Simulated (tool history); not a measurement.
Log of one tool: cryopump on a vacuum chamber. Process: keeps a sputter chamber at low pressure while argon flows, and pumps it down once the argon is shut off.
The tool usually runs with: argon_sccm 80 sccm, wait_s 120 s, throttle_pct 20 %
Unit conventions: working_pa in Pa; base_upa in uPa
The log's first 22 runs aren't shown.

| run | hour | argon_sccm | wait_s | throttle_pct | hours of work since the pump was warmed up and emptied | hours of work since the cold head was overhauled | hours of work since the chamber's fittings were tightened | working_pa | base_upa |
|---|---|---|---|---|---|---|---|---|---|
| 23 | 1696.9 | 58 | 51 | 34 | 718 | 2620 | 1164 | 0.2057 | 2.13 |
| 24 | 1769.9 | 62 | 120 | 20 | 768 | 2671 | 1215 | 0.3649 | 1.37 |
| 25 | 1844.8 | 145 | 270 | 17 | 820 | 2722 | 1266 | 0.9968 | 1.1 |
| 26 | 1931.6 | 145 | 270 | 17 | 880 | 2782 | 1326 | 0.9986 | 1.15 |
|  | 2002.2 | pump warmed up, emptied and cooled again |
| 27 | 2020.5 | 93 | 69 | 20 | 13 | 2840 | 1384 | 0.5321 | 1.79 |
| 28 | 2098.7 | 124 | 213 | 20 | 66 | 2894 | 1437 | 0.7108 | 1.16 |
| 29 | 2205 | 43 | 22 | 49 | 140 | 2967 | 1511 | 0.1028 | 3.84 |
| 30 | 2269.6 | 42 | 29 | 38 | 184 | 3011 | 1555 | 0.1289 | 3.38 |
| 31 | 2365.5 | 80 | 120 | 18 | 250 | 3077 | 1621 | 0.5112 | 1.53 |
| 32 | 2430.6 | 80 | 225 | 15 | 295 | 3122 | 1666 | 0.6104 | 1.26 |
| 33 | 2486.3 | 46 | 120 | 58 | 333 | 3160 | 1704 | 0.0948 | 1.58 |
| 34 | 2540.6 | 41 | 24 | 28 | 371 | 3198 | 1742 | 0.1705 | 3.86 |

Consider 3 possible next runs. They are alternatives, not a sequence: every one starts from the tool as it was left by run 34. What does each give?
| A | 2621.6 | 56 | 35 | 20 | 426 | 3253 | 1797 | ? | ? |
| B | 2621.6 | 43 | 276 | 48 | 426 | 3253 | 1797 | ? | ? |
| C | 2621.6 | 46 | 152 | 28 | 426 | 3253 | 1797 | ? | ? |

| run | working_pa | base_upa |
|---|---|---|
| A | 0.3261 | 2.89 |
| B | 0.1065 | 1.31 |
| C | 0.1921 | 1.51 |
Without the tool's hidden state the same runs would have given:
| run | working_pa | base_upa |
|---|---|---|
| A | 0.3197 | 2.05 |
| B | 0.1016 | 0.46 |
| C | 0.1868 | 0.65 |

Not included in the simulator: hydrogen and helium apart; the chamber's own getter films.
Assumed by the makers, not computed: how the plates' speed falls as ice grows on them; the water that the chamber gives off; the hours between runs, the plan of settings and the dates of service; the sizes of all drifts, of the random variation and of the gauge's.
